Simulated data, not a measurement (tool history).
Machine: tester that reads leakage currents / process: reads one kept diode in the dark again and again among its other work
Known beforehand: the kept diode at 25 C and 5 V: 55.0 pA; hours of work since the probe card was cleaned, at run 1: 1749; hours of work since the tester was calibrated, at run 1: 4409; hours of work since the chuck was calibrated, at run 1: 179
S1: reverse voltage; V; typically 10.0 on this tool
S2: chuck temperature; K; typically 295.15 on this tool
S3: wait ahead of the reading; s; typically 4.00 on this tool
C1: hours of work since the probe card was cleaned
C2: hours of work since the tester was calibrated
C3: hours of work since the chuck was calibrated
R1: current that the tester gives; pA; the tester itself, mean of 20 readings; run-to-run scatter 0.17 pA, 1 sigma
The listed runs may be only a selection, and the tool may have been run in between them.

{"run": 1, "hour": 0.0, "S1": 10.0, "S2": 295.15, "S3": 4.0, "C1": 1749, "C2": 4409, "C3": 179, "R1": 53.18}
{"run": 2, "hour": 148.1, "S1": 10.0, "S2": 295.15, "S3": 4.0, "C1": 1849, "C2": 4509, "C3": 279, "R1": 52.64}
{"run": 3, "hour": 370.8, "S1": 10.0, "S2": 295.15, "S3": 4.0, "C1": 1999, "C2": 4659, "C3": 429, "R1": 52.15}
{"run": 4, "hour": 507.5, "S1": 10.0, "S2": 295.15, "S3": 4.0, "C1": 2092, "C2": 4751, "C3": 521, "R1": 51.93}
{"hour": 567.0, "done": "probe card cleaned and baked"}
{"run": 5, "hour": 694.4, "S1": 10.0, "S2": 295.15, "S3": 4.0, "C1": 86, "C2": 4876, "C3": 646, "R1": 49.28}
{"run": 6, "hour": 877.5, "S1": 10.0, "S2": 295.15, "S3": 4.0, "C1": 210, "C2": 4999, "C3": 769, "R1": 48.62}
{"run": 7, "hour": 1077.2, "S1": 10.0, "S2": 295.15, "S3": 4.0, "C1": 345, "C2": 5134, "C3": 904, "R1": 48.41}
{"run": 8, "hour": 1232.8, "S1": 10.0, "S2": 295.15, "S3": 0.31, "C1": 450, "C2": 5239, "C3": 1009, "R1": 50.71}
{"run": 9, "hour": 1484.8, "S1": 10.0, "S2": 295.15, "S3": 0.31, "C1": 620, "C2": 5409, "C3": 1180, "R1": 49.9}
{"run": 10, "hour": 1695.9, "S1": 10.0, "S2": 295.15, "S3": 0.31, "C1": 763, "C2": 5552, "C3": 1322, "R1": 49.83}
{"hour": 1812.5, "done": "chuck's temperature calibrated"}
{"run": 11, "hour": 1890.0, "S1": 10.0, "S2": 295.15, "S3": 0.31, "C1": 892, "C2": 5682, "C3": 52, "R1": 55.62}
{"run": 12, "hour": 2094.6, "S1": 10.0, "S2": 295.15, "S3": 0.31, "C1": 1031, "C2": 5820, "C3": 191, "R1": 55.09}
{"run": 13, "hour": 2244.1, "S1": 10.0, "S2": 295.15, "S3": 0.31, "C1": 1132, "C2": 5921, "C3": 292, "R1": 54.49}
{"hour": 2261.5, "done": "tester calibrated"}
{"run": 14, "hour": 2452.9, "S1": 10.0, "S2": 295.15, "S3": 0.31, "C1": 1271, "C2": 129, "C3": 431, "R1": 55.56}
{"run": 15, "hour": 2628.3, "S1": 10.0, "S2": 295.15, "S3": 2.7, "C1": 1390, "C2": 248, "C3": 550, "R1": 52.34}
{"run": 16, "hour": 2770.9, "S1": 10.0, "S2": 329.15, "S3": 4.0, "C1": 1486, "C2": 344, "C3": 646, "R1": 634.34}
{"run": 17, "hour": 2915.2, "S1": 10.0, "S2": 329.15, "S3": 4.0, "C1": 1583, "C2": 442, "C3": 744, "R1": 629.39}
{"run": 18, "hour": 3122.8, "S1": 10.0, "S2": 329.15, "S3": 4.0, "C1": 1724, "C2": 582, "C3": 884, "R1": 621.97}
{"run": 19, "hour": 3325.8, "S1": 10.0, "S2": 295.15, "S3": 2.5, "C1": 1861, "C2": 719, "C3": 1021, "R1": 50.85}
{"run": 20, "hour": 3499.1, "S1": 7.3, "S2": 295.15, "S3": 2.5, "C1": 1978, "C2": 836, "C3": 1138, "R1": 45.22}
{"hour": 3730.7, "done": "probe card cleaned and baked"}
{"run": 21, "hour": 3738.2, "S1": 7.3, "S2": 295.15, "S3": 2.5, "C1": 5, "C2": 996, "C3": 1297, "R1": 43.41}
{"hour": 3888.9, "done": "chuck's temperature calibrated"}
{"run": 22, "hour": 3922.7, "S1": 1.1, "S2": 295.15, "S3": 1.83, "C1": 128, "C2": 1119, "C3": 23, "R1": 27.11}
{"run": 23, "hour": 4154.3, "S1": 1.1, "S2": 295.15, "S3": 1.83, "C1": 285, "C2": 1275, "C3": 179, "R1": 26.58}
{"run": 24, "hour": 4351.1, "S1": 1.5, "S2": 305.15, "S3": 9.87, "C1": 418, "C2": 1408, "C3": 312, "R1": 63.97}
{"run": 25, "hour": 4570.6, "S1": 10.0, "S2": 295.15, "S3": 2.39, "C1": 566, "C2": 1556, "C3": 460, "R1": 51.21}
{"run": 26, "hour": 4698.7, "S1": 10.0, "S2": 295.15, "S3": 2.39, "C1": 653, "C2": 1643, "C3": 547, "R1": 51.25}
{"run": 27, "hour": 4913.9, "S1": 2.6, "S2": 306.15, "S3": 2.3, "C1": 798, "C2": 1788, "C3": 692, "R1": 79.81}
{"run": 28, "hour": 5020.4, "S1": 1.1, "S2": 295.15, "S3": 4.0, "C1": 870, "C2": 1860, "C3": 764, "R1": 25.24}
{"run": 29, "hour": 5204.8, "S1": 16.3, "S2": 301.15, "S3": 4.98, "C1": 994, "C2": 1985, "C3": 889, "R1": 93.89}
{"run": 30, "hour": 5317.4, "S1": 10.0, "S2": 314.15, "S3": 5.4, "C1": 1070, "C2": 2061, "C3": 965, "R1": 214.09}
{"run": 31, "hour": 5553.7, "S1": 10.3, "S2": 295.15, "S3": 4.0, "C1": 1230, "C2": 2221, "C3": 1125, "R1": 49.21}
{"run": 32, "hour": 5818.6, "S1": 10.3, "S2": 295.15, "S3": 4.0, "C1": 1409, "C2": 2400, "C3": 1304, "R1": 48.51}
{"hour": 5965.0, "done": "chuck's temperature calibrated"}
{"run": 33, "hour": 6034.1, "S1": 10.3, "S2": 295.15, "S3": 4.0, "C1": 1553, "C2": 2544, "C3": 47, "R1": 55.68}
{"run": 34, "hour": 6278.2, "S1": 6.3, "S2": 297.15, "S3": 2.11, "C1": 1718, "C2": 2709, "C3": 212, "R1": 54.94}
{"run": 35, "hour": 6429.2, "S1": 18.7, "S2": 295.15, "S3": 4.0, "C1": 1820, "C2": 2811, "C3": 314, "R1": 66.76}
{"run": 36, "hour": 6538.0, "S1": 18.7, "S2": 295.15, "S3": 4.0, "C1": 1894, "C2": 2884, "C3": 387, "R1": 66.83}
{"run": 37, "hour": 6673.8, "S1": 18.7, "S2": 295.15, "S3": 4.0, "C1": 1985, "C2": 2976, "C3": 479, "R1": 66.19}
{"hour": 6896.9, "done": "probe card cleaned and baked"}
{"run": 38, "hour": 6934.8, "S1": 5.5, "S2": 316.15, "S3": 1.16, "C1": 26, "C2": 3150, "C3": 653, "R1": 215.93}
{"run": 39, "hour": 7171.9, "S1": 5.5, "S2": 307.15, "S3": 1.16, "C1": 186, "C2": 3310, "C3": 813, "R1": 108.04}

3 options for the next run, each taken on its own from the tool as it stands now. Forecast them:
{"run": "A", "hour": 7402.8, "S1": 4.6, "S2": 297.15, "S3": 2.38, "C1": 342, "C2": 3466, "C3": 969, "R1": "?"}
{"run": "B", "hour": 7402.8, "S1": 10.0, "S2": 297.15, "S3": 4.0, "C1": 342, "C2": 3466, "C3": 969, "R1": "?"}
{"run": "C", "hour": 7402.8, "S1": 15.3, "S2": 310.15, "S3": 1.16, "C1": 342, "C2": 3466, "C3": 969, "R1": "?"}

run=A R1=46.22
run=B R1=58.65
run=C R1=184.21
What these runs would have given with no unlogged condition in the tool:
run=A R1=49.96
run=B R1=63.21
run=C R1=198.11
